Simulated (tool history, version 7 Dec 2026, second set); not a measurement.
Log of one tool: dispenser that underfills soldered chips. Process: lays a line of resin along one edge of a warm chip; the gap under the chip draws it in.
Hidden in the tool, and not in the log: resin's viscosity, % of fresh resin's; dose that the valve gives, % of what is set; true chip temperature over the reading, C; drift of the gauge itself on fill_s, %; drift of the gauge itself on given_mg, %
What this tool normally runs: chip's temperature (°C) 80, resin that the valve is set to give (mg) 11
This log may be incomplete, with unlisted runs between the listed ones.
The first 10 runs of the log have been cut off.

run,hour,chip's temperature (°C),resin that the valve is set to give (mg),hours of work since the syringe was changed,hours of work since the valve was cleaned,hours of work since the stage was calibrated,time until the resin shows at the far edge (s),resin that the valve gave (mg)
11,86.5,88,11,6,64,161,39,10.42
# hour 90.7: new syringe of resin
12,95.8,88,11,4,71,168,36,10.44
13,101.5,88,11,8,75,172,41.1,10.4
# hour 103.5: new syringe of resin
14,110.3,80,10.7,5,81,178,54.1,9.97
# hour 115.5: new syringe of resin
15,115.5,80,10.7,0,84,181,45.9,9.93
16,120.9,84,11,4,88,185,43.9,10.15
# hour 127.6: new syringe of resin
17,132.9,84,11,4,96,193,44,10.18
# hour 140.3: new syringe of resin
18,143.2,83,13.2,2,104,201,41.5,12.22
# hour 152.7: new syringe of resin
19,154.8,83,13.2,1,112,209,41.2,11.93
20,162,83,13.2,7,117,214,48.7,11.94
# hour 165.4: new syringe of resin
21,171.5,88,13.9,4,123,220,35.1,12.39
# hour 177.4: new syringe of resin
22,184,68,13.9,5,132,229,86.8,12.41
# hour 189.4: new syringe of resin
23,190.7,80,13.4,1,137,234,45.2,12
24,198.8,80,13.1,7,142,239,53.9,11.59
# hour 201.6: new syringe of resin
# hour 206.7: dispensing valve cleaned and set on the balance
25,209.7,80,12.1,5,2,246,50.8,12.17
# hour 215.1: new syringe of resin
26,215.8,86,11.9,1,6,250,34.9,11.82
27,223.6,89,11.9,6,12,256,34.5,11.91
# hour 227.5: new syringe of resin
28,235.9,93,13,6,20,264,29.4,12.76
# hour 240.2: new syringe of resin
29,246.1,73,12.8,4,28,271,67.1,12.44
30,251.8,73,12.8,8,32,276,76.7,12.5
# hour 253.1: new syringe of resin
31,259.9,72,13.5,5,37,281,73,13.16
# hour 265.4: new syringe of resin
32,268.4,87,12.3,2,43,287,33.9,11.92
33,275.4,84,11.9,7,48,292,44.5,11.57
# hour 277.5: new syringe of resin
34,281.9,81,12.3,3,52,296,45,11.78

Below are 3 alternative next runs, each starting from the tool's condition after run 34. Predict each:
# hour 289.7: new syringe of resin
A,289.9,78,11,0,58,302,?,?
# hour 289.7: new syringe of resin
B,289.9,76,12.7,0,58,302,?,?
# hour 289.7: new syringe of resin
C,289.9,70,10.1,0,58,302,?,?

run,time until the resin shows at the far edge (s),resin that the valve gave (mg)
A,48.7,10.63
B,51.4,12.16
C,70.4,9.68
Without the tool's hidden state the same runs would have given:
run,time until the resin shows at the far edge (s),resin that the valve gave (mg)
A,51.5,11.14
B,54.7,12.74
C,74.4,10.13
